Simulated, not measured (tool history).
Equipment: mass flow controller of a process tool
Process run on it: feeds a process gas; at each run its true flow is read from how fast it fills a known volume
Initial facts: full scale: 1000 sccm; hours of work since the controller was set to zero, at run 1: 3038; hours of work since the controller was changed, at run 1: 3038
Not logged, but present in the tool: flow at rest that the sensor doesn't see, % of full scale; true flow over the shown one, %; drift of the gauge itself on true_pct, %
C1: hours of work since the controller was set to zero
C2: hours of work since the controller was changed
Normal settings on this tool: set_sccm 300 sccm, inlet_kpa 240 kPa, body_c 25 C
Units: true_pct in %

{"run": 1, "hour": 0.0, "set_sccm": 300, "inlet_kpa": 240, "body_c": 25, "C1": 3038, "C2": 3038, "true_pct": 101.33}
{"run": 2, "hour": 336.6, "set_sccm": 300, "inlet_kpa": 240, "body_c": 25, "C1": 3148, "C2": 3148, "true_pct": 101.53}
{"run": 3, "hour": 627.7, "set_sccm": 300, "inlet_kpa": 240, "body_c": 25, "C1": 3243, "C2": 3243, "true_pct": 101.64}
{"run": 4, "hour": 849.2, "set_sccm": 300, "inlet_kpa": 240, "body_c": 25, "C1": 3316, "C2": 3316, "true_pct": 101.6}
{"run": 5, "hour": 1224.2, "set_sccm": 300, "inlet_kpa": 240, "body_c": 25, "C1": 3439, "C2": 3439, "true_pct": 101.63}
{"run": 6, "hour": 1450.1, "set_sccm": 300, "inlet_kpa": 240, "body_c": 27, "C1": 3513, "C2": 3513, "true_pct": 101.81}
{"run": 7, "hour": 1698.9, "set_sccm": 300, "inlet_kpa": 240, "body_c": 27, "C1": 3595, "C2": 3595, "true_pct": 101.86}
{"run": 8, "hour": 2060.3, "set_sccm": 138, "inlet_kpa": 240, "body_c": 25, "C1": 3713, "C2": 3713, "true_pct": 103.19}
{"run": 9, "hour": 2280.8, "set_sccm": 138, "inlet_kpa": 240, "body_c": 25, "C1": 3786, "C2": 3786, "true_pct": 103.39}
{"run": 10, "hour": 2568.0, "set_sccm": 300, "inlet_kpa": 240, "body_c": 29, "C1": 3880, "C2": 3880, "true_pct": 102.09}
{"run": 11, "hour": 2869.1, "set_sccm": 300, "inlet_kpa": 240, "body_c": 29, "C1": 3979, "C2": 3979, "true_pct": 102.17}
{"run": 12, "hour": 3056.1, "set_sccm": 394, "inlet_kpa": 150, "body_c": 29, "C1": 4040, "C2": 4040, "true_pct": 102.31}
{"run": 13, "hour": 3315.2, "set_sccm": 394, "inlet_kpa": 150, "body_c": 29, "C1": 4125, "C2": 4125, "true_pct": 102.08}
{"run": 14, "hour": 3702.3, "set_sccm": 394, "inlet_kpa": 150, "body_c": 29, "C1": 4252, "C2": 4252, "true_pct": 102.22}
{"run": 15, "hour": 3867.1, "set_sccm": 394, "inlet_kpa": 150, "body_c": 29, "C1": 4306, "C2": 4306, "true_pct": 102.38}
{"run": 16, "hour": 4237.1, "set_sccm": 376, "inlet_kpa": 240, "body_c": 26, "C1": 4428, "C2": 4428, "true_pct": 102.09}
{"run": 17, "hour": 4532.4, "set_sccm": 166, "inlet_kpa": 146, "body_c": 23, "C1": 4524, "C2": 4524, "true_pct": 103.67}
{"run": 18, "hour": 4767.0, "set_sccm": 166, "inlet_kpa": 146, "body_c": 23, "C1": 4601, "C2": 4601, "true_pct": 103.88}
{"run": 19, "hour": 5058.8, "set_sccm": 166, "inlet_kpa": 146, "body_c": 23, "C1": 4697, "C2": 4697, "true_pct": 103.86}
{"run": 20, "hour": 5294.7, "set_sccm": 119, "inlet_kpa": 243, "body_c": 23, "C1": 4774, "C2": 4774, "true_pct": 104.95}

Consider 5 possible next runs. They are alternatives, not a sequence: every one starts from the tool as it was left by run 20. What does each give?
{"run": "A", "hour": 5552.0, "set_sccm": 300, "inlet_kpa": 168, "body_c": 25, "C1": 4859, "C2": 4859, "true_pct": "?"}
{"run": "B", "hour": 5552.0, "set_sccm": 388, "inlet_kpa": 216, "body_c": 32, "C1": 4859, "C2": 4859, "true_pct": "?"}
{"run": "C", "hour": 5552.0, "set_sccm": 782, "inlet_kpa": 191, "body_c": 24, "C1": 4859, "C2": 4859, "true_pct": "?"}
{"run": "D", "hour": 5552.0, "set_sccm": 536, "inlet_kpa": 169, "body_c": 29, "C1": 4859, "C2": 4859, "true_pct": "?"}
{"run": "E", "hour": 5552.0, "set_sccm": 225, "inlet_kpa": 243, "body_c": 23, "C1": 4859, "C2": 4859, "true_pct": "?"}

run=A true_pct=102.74
run=B true_pct=102.51
run=C true_pct=101.77
run=D true_pct=102.19
run=E true_pct=102.9
Without the tool's hidden state the same runs would have given:
run=A true_pct=99.69
run=B true_pct=99.86
run=C true_pct=99.79
run=D true_pct=99.91
run=E true_pct=99.28
